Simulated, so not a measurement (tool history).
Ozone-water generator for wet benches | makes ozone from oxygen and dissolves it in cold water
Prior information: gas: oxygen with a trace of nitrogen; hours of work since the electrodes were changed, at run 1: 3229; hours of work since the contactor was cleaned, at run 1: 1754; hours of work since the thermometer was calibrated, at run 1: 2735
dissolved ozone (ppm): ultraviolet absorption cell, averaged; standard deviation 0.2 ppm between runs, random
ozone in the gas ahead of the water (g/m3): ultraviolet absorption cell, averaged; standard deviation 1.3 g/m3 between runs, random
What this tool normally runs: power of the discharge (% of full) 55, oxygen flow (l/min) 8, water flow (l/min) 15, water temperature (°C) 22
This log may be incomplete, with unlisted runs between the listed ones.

| run | hour | power of the discharge (% of full) | oxygen flow (l/min) | water flow (l/min) | water temperature (°C) | hours of work since the electrodes were changed | hours of work since the contactor was cleaned | hours of work since the thermometer was calibrated | dissolved ozone (ppm) | ozone in the gas ahead of the water (g/m3) |
|---|---|---|---|---|---|---|---|---|---|---|
| 1 | 0 | 55 | 8 | 15 | 22 | 3229 | 1754 | 2735 | 24.5 | 207.1 |
| 2 | 46.8 | 55 | 8 | 15 | 23 | 3274 | 1799 | 2780 | 24 | 211.4 |
| 3 | 134.8 | 55 | 13.42 | 15 | 22 | 3358 | 1884 | 2864 | 20.6 | 154.7 |
| 4 | 198.1 | 55 | 8 | 15 | 15 | 3419 | 1945 | 2925 | 27.9 | 209.3 |
| 5 | 265 | 66 | 8 | 15 | 22 | 3483 | 2009 | 2989 | 26.1 | 227.1 |
| 6 | 305.8 | 55 | 8 | 15 | 22 | 3522 | 2048 | 3028 | 24.3 | 209.4 |
| 7 | 388.2 | 55 | 8 | 15 | 22 | 3601 | 2127 | 3107 | 24 | 206.1 |
| 8 | 440.3 | 55 | 8 | 15 | 22 | 3651 | 2177 | 3157 | 23.7 | 205.4 |
| 9 | 530.9 | 55 | 8 | 15 | 18 | 3738 | 2264 | 3244 | 25.8 | 204.6 |
| 10 | 605.4 | 44 | 8 | 15 | 22 | 3810 | 2336 | 3316 | 21.3 | 184.9 |
| 11 | 673 | 65 | 8 | 15 | 22 | 3875 | 2401 | 3381 | 25.5 | 220.3 |
| 12 | 755.4 | 65 | 8 | 15 | 22 | 3954 | 2480 | 3460 | 25.2 | 221.1 |
| 13 | 820.5 | 69 | 11.01 | 12 | 25 | 4017 | 2542 | 3522 | 24.8 | 186.9 |
| 14 | 870 | 69 | 7.99 | 12 | 25 | 4064 | 2590 | 3570 | 27.3 | 227.5 |
| 15 | 919.5 | 45 | 8 | 22 | 22 | 4112 | 2637 | 3617 | 16 | 184.9 |
| 16 | 1015.1 | 45 | 8 | 22 | 22 | 4203 | 2729 | 3709 | 16 | 184.3 |
| 17 | 1085 | 57 | 10.83 | 15 | 21 | 4270 | 2796 | 3776 | 21.9 | 169.6 |
| 18 | 1167.7 | 45 | 6.97 | 18 | 21 | 4350 | 2875 | 3856 | 19.3 | 200.2 |
| 19 | 1221.9 | 45 | 6.97 | 18 | 21 | 4402 | 2928 | 3908 | 19.1 | 199 |
| 20 | 1277.3 | 45 | 10 | 13 | 21 | 4455 | 2981 | 3961 | 21.9 | 161.9 |
| 21 | 1332.7 | 88 | 10.31 | 11 | 25 | 4508 | 3034 | 4014 | 28.7 | 213 |
| 22 | 1409.5 | 55 | 5.24 | 15 | 22 | 4582 | 3108 | 4088 | 24.7 | 256 |
| 23 | 1464.2 | 67 | 4.73 | 11 | 16 | 4635 | 3160 | 4140 | 38.2 | 299 |
| 24 | 1541.3 | 67 | 4.73 | 11 | 16 | 4709 | 3234 | 4214 | 38 | 294.5 |

Here are 3 independent what-if runs from the current tool condition. What would each one return?
| A | 1608.5 | 59 | 4.73 | 11 | 16 | 4773 | 3299 | 4279 | ? | ? |
| B | 1608.5 | 55 | 8 | 15 | 17 | 4773 | 3299 | 4279 | ? | ? |
| C | 1608.5 | 67 | 5.23 | 11 | 16 | 4773 | 3299 | 4279 | ? | ? |

| run | dissolved ozone (ppm) | ozone in the gas ahead of the water (g/m3) |
|---|---|---|
| A | 35.7 | 278.6 |
| B | 24.8 | 200.2 |
| C | 37.7 | 280.1 |
Had the tool no hidden state, the same runs would have come out as:
| run | dissolved ozone (ppm) | ozone in the gas ahead of the water (g/m3) |
|---|---|---|
| A | 45 | 328.7 |
| B | 31.2 | 234.7 |
| C | 48 | 334.1 |

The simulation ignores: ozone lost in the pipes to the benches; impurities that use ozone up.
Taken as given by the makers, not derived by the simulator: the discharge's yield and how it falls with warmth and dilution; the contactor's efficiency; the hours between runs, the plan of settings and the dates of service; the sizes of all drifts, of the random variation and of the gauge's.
